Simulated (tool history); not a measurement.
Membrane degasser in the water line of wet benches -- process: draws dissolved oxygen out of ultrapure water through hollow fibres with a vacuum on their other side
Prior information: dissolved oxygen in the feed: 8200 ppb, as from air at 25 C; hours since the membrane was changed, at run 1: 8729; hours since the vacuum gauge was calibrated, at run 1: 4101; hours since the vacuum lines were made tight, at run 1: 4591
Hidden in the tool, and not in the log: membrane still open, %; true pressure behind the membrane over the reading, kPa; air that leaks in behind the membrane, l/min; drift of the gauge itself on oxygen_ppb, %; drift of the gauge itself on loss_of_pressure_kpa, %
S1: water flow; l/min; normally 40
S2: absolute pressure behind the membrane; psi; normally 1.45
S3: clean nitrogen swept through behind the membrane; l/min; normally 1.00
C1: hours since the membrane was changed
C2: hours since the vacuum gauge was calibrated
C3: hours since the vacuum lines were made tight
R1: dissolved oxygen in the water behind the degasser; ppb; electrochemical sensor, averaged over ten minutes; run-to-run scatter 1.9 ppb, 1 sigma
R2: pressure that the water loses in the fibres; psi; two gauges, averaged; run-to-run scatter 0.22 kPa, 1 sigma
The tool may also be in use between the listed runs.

| run | day | S1 | S2 | S3 | C1 | C2 | C3 | R1 | R2 |
|---|---|---|---|---|---|---|---|---|---|
| 1 | 0.000 | 40 | 1.45 | 1.00 | 8729 | 4101 | 4591 | 530.0 | 7.741 |
| 2 | 6.929 | 40 | 2.60 | 1.00 | 8895 | 4267 | 4757 | 1058.8 | 7.739 |
| 3 | 14.121 | 40 | 2.60 | 1.00 | 9068 | 4440 | 4930 | 1059.3 | 7.709 |
| 4 | 21.012 | 30 | 1.45 | 1.00 | 9233 | 4605 | 5095 | 416.9 | 5.777 |
| 5 | 29.250 | 30 | 1.45 | 1.00 | 9431 | 4803 | 5293 | 412.0 | 5.791 |
| 6 | 40.538 | 30 | 1.45 | 1.00 | 9702 | 5074 | 5564 | 415.2 | 5.833 |
| 7 | 50.138 | 30 | 1.45 | 1.00 | 9932 | 5304 | 5794 | 413.3 | 5.820 |
| 8 | 58.029 | 30 | 1.45 | 1.00 | 10122 | 5494 | 5984 | 413.9 | 5.790 |
| 9 | 69.558 | 24 | 1.45 | 1.00 | 10398 | 5770 | 6260 | 344.6 | 4.606 |
| 10 | 76.829 | 24 | 1.45 | 1.00 | 10573 | 5945 | 6435 | 344.5 | 4.582 |
| 11 | 86.479 | 40 | 1.45 | 1.00 | 10804 | 6176 | 6666 | 524.5 | 7.649 |
| 12 | 92.125 | 40 | 1.45 | 1.00 | 10940 | 6312 | 6802 | 526.8 | 7.690 |
| 13 | 102.438 | 40 | 1.45 | 1.00 | 11187 | 6559 | 7049 | 525.9 | 7.703 |
| 14 | 109.292 | 40 | 1.45 | 1.00 | 11352 | 6724 | 7214 | 527.4 | 7.674 |
| 15 | 117.796 | 40 | 1.45 | 1.00 | 11556 | 6928 | 7418 | 528.7 | 7.649 |
| 16 | 125.000 | 57 | 1.45 | 2.15 | 11729 | 7101 | 7591 | 410.4 | 10.884 |
| 17 | 133.292 | 57 | 1.45 | 2.15 | 11928 | 7300 | 7790 | 413.6 | 10.921 |
| 18 | 143.658 | 57 | 1.09 | 1.17 | 12177 | 7549 | 8039 | 426.3 | 10.939 |
| 19 | 148.796 | 45 | 1.31 | 0.54 | 12300 | 7672 | 8162 | 759.0 | 8.605 |
| 20 | 155.150 | 56 | 1.29 | 2.64 | 12452 | 7825 | 8314 | 300.3 | 10.705 |
| 21 | 160.988 | 27 | 2.16 | 2.64 | 12593 | 7965 | 8455 | 273.7 | 5.179 |
| 22 | 170.258 | 27 | 2.16 | 2.64 | 12815 | 8187 | 8677 | 274.4 | 5.130 |
|  | 180.812 | vacuum gauge calibrated |
| 23 | 181.892 | 27 | 2.16 | 2.64 | 13094 | 26 | 8956 | 275.7 | 5.137 |
| 24 | 191.196 | 27 | 2.16 | 2.64 | 13317 | 249 | 9179 | 276.8 | 5.133 |
| 25 | 199.412 | 47 | 1.45 | 2.23 | 13514 | 446 | 9376 | 326.6 | 8.926 |
| 26 | 211.204 | 47 | 1.25 | 0.92 | 13797 | 729 | 9659 | 513.8 | 8.846 |
| 27 | 220.762 | 47 | 0.97 | 0.53 | 14027 | 959 | 9889 | 498.9 | 8.904 |
|  | 223.392 | gauge calibrated |
| 28 | 227.042 | 40 | 1.44 | 2.55 | 14177 | 1109 | 10039 | 244.7 | 7.751 |
| 29 | 232.821 | 26 | 2.05 | 1.30 | 14316 | 1248 | 10178 | 463.5 | 5.014 |

Consider 5 possible next runs. They are alternatives, not a sequence: every one starts from the tool as it was left by run 29. What does each give?
| A | 241.475 | 40 | 1.10 | 0.54 | 14524 | 1456 | 10386 | ? | ? |
| B | 241.475 | 28 | 0.91 | 0.62 | 14524 | 1456 | 10386 | ? | ? |
| C | 241.475 | 40 | 2.77 | 1.05 | 14524 | 1456 | 10386 | ? | ? |
| D | 241.475 | 53 | 1.10 | 2.28 | 14524 | 1456 | 10386 | ? | ? |
| E | 241.475 | 40 | 3.34 | 0.77 | 14524 | 1456 | 10386 | ? | ? |

| run | R1 | R2 |
|---|---|---|
| A | 541.2 | 7.729 |
| B | 269.2 | 5.436 |
| C | 1099.3 | 7.770 |
| D | 250.9 | 10.224 |
| E | 1636.9 | 7.768 |
Without the tool's unlogged condition, the same runs would have read:
| run | R1 | R2 |
|---|---|---|
| A | 541.0 | 7.738 |
| B | 269.1 | 5.442 |
| C | 1099.1 | 7.778 |
| D | 250.7 | 10.235 |
| E | 1636.8 | 7.775 |
